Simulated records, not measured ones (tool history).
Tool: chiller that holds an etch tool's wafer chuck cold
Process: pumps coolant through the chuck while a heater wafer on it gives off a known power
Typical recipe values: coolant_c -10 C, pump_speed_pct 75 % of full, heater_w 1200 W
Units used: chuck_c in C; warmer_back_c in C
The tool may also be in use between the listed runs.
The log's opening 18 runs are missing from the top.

run 19 hour=475.7 | coolant_c=-4 pump_speed_pct=67 heater_w=1337 | chuck_c=14.8 warmer_back_c=7.01
run 20 hour=511.8 | coolant_c=-10 pump_speed_pct=98 heater_w=853 | chuck_c=-1.3 warmer_back_c=3.11
run 21 hour=548.8 | coolant_c=-14 pump_speed_pct=65 heater_w=853 | chuck_c=-1.7 warmer_back_c=4.67
run 22 hour=578.0 | coolant_c=-7 pump_speed_pct=75 heater_w=1701 | chuck_c=14.9 warmer_back_c=8.09
run 23 hour=610.0 | coolant_c=-18 pump_speed_pct=75 heater_w=1701 | chuck_c=4.1 warmer_back_c=8.11
run 24 hour=639.8 | coolant_c=-18 pump_speed_pct=75 heater_w=1701 | chuck_c=4.3 warmer_back_c=8.08
run 25 hour=668.4 | coolant_c=-10 pump_speed_pct=65 heater_w=1200 | chuck_c=7.5 warmer_back_c=6.55
run 26 hour=701.5 | coolant_c=-10 pump_speed_pct=65 heater_w=1200 | chuck_c=7.6 warmer_back_c=6.57
run 27 hour=725.2 | coolant_c=-10 pump_speed_pct=65 heater_w=1200 | chuck_c=7.6 warmer_back_c=6.47
run 28 hour=755.8 | coolant_c=-8 pump_speed_pct=96 heater_w=1200 | chuck_c=4.5 warmer_back_c=4.52
run 29 hour=790.8 | coolant_c=-8 pump_speed_pct=66 heater_w=1383 | chuck_c=11.9 warmer_back_c=7.35
run 30 hour=819.3 | coolant_c=-8 pump_speed_pct=66 heater_w=1383 | chuck_c=12.2 warmer_back_c=7.46
run 31 hour=841.8 | coolant_c=-8 pump_speed_pct=66 heater_w=1383 | chuck_c=12.1 warmer_back_c=7.42

Below are 4 alternative next runs, each starting from the tool's condition after run 31. Predict each:
run A hour=862.3 | coolant_c=-18 pump_speed_pct=89 heater_w=801 | chuck_c=? warmer_back_c=?
run B hour=862.3 | coolant_c=-5 pump_speed_pct=91 heater_w=629 | chuck_c=? warmer_back_c=?
run C hour=862.3 | coolant_c=-4 pump_speed_pct=75 heater_w=769 | chuck_c=? warmer_back_c=?
run D hour=862.3 | coolant_c=-20 pump_speed_pct=96 heater_w=917 | chuck_c=? warmer_back_c=?

run=A chuck_c=-9.0 warmer_back_c=3.29
run=B chuck_c=1.9 warmer_back_c=2.47
run=C chuck_c=6.1 warmer_back_c=3.69
run=D chuck_c=-10.4 warmer_back_c=3.47
Take away the tool's hidden state, keep each run's random variation, and the runs would have read:
run=A chuck_c=-9.9 warmer_back_c=3.26
run=B chuck_c=1.2 warmer_back_c=2.45
run=C chuck_c=5.0 warmer_back_c=3.65
run=D chuck_c=-11.4 warmer_back_c=3.44

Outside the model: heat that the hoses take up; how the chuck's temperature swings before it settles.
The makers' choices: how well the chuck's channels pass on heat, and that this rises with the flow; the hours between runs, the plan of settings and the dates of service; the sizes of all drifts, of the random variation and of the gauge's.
